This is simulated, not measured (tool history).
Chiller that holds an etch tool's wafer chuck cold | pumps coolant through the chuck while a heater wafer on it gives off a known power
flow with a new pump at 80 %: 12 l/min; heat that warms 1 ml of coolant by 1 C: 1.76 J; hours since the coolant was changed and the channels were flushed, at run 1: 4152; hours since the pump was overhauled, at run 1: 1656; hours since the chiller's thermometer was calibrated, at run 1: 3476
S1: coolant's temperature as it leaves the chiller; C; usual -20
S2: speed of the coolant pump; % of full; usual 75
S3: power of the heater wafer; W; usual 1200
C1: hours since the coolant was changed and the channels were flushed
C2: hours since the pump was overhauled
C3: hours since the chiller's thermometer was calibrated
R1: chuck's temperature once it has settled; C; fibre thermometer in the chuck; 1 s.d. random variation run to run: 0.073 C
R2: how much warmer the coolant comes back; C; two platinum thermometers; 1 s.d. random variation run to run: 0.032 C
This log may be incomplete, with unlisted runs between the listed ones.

| run | hour | S1 | S2 | S3 | C1 | C2 | C3 | R1 | R2 |
|---|---|---|---|---|---|---|---|---|---|
| 1 | 0.0 | -20 | 75 | 1200 | 4152 | 1656 | 3476 | -11.56 | 3.71 |
| 2 | 58.1 | -20 | 75 | 1200 | 4210 | 1714 | 3534 | -11.52 | 3.80 |
| 3 | 115.3 | -20 | 75 | 1200 | 4268 | 1771 | 3592 | -11.53 | 3.72 |
| 4 | 159.6 | -20 | 75 | 1200 | 4312 | 1816 | 3636 | -11.52 | 3.78 |
| 5 | 207.7 | -20 | 75 | 1200 | 4360 | 1864 | 3684 | -11.57 | 3.74 |
| 6 | 275.0 | -20 | 75 | 1200 | 4427 | 1931 | 3751 | -11.60 | 3.84 |
| 7 | 332.7 | -20 | 75 | 1200 | 4485 | 1989 | 3809 | -11.70 | 3.68 |
| 8 | 381.6 | -20 | 75 | 1200 | 4534 | 2038 | 3858 | -11.57 | 3.80 |
| 9 | 429.0 | -20 | 75 | 1200 | 4581 | 2085 | 3905 | -11.55 | 3.78 |
| 10 | 491.4 | -17 | 93 | 1200 | 4644 | 2148 | 3968 | -9.62 | 3.05 |
| 11 | 522.2 | -17 | 93 | 1200 | 4675 | 2178 | 3999 | -9.60 | 3.02 |
| 12 | 566.4 | -29 | 67 | 1200 | 4719 | 2223 | 4043 | -19.84 | 4.25 |
| 13 | 612.6 | -12 | 89 | 1551 | 4765 | 2269 | 4089 | -2.01 | 4.07 |
| 14 | 659.1 | -12 | 89 | 683 | 4812 | 2315 | 4135 | -8.07 | 1.80 |
| 15 | 697.0 | -20 | 95 | 890 | 4849 | 2353 | 4173 | -14.71 | 2.22 |
| 16 | 740.6 | -20 | 95 | 890 | 4893 | 2397 | 4217 | -14.74 | 2.22 |
| 17 | 777.3 | -20 | 95 | 890 | 4930 | 2434 | 4254 | -14.68 | 2.18 |
| 18 | 848.3 | -29 | 75 | 1311 | 5001 | 2504 | 4325 | -19.70 | 4.15 |

Alternative continuations, all from the tool just after run 18; predict every row:
| A | 907.4 | -15 | 89 | 1200 | 5060 | 2564 | 4384 | ? | ? |
| B | 907.4 | -20 | 80 | 1145 | 5060 | 2564 | 4384 | ? | ? |
| C | 907.4 | -21 | 98 | 623 | 5060 | 2564 | 4384 | ? | ? |
| D | 907.4 | -16 | 66 | 1339 | 5060 | 2564 | 4384 | ? | ? |
| E | 907.4 | -13 | 73 | 1429 | 5060 | 2564 | 4384 | ? | ? |

| run | R1 | R2 |
|---|---|---|
| A | -7.35 | 3.16 |
| B | -12.30 | 3.43 |
| C | -17.66 | 1.49 |
| D | -5.61 | 4.89 |
| E | -2.53 | 4.68 |
With no hidden state in the tool, these same runs would have given:
| run | R1 | R2 |
|---|---|---|
| A | -7.43 | 3.01 |
| B | -12.38 | 3.28 |
| C | -17.41 | 1.42 |
| D | -5.89 | 4.68 |
| E | -2.82 | 4.47 |

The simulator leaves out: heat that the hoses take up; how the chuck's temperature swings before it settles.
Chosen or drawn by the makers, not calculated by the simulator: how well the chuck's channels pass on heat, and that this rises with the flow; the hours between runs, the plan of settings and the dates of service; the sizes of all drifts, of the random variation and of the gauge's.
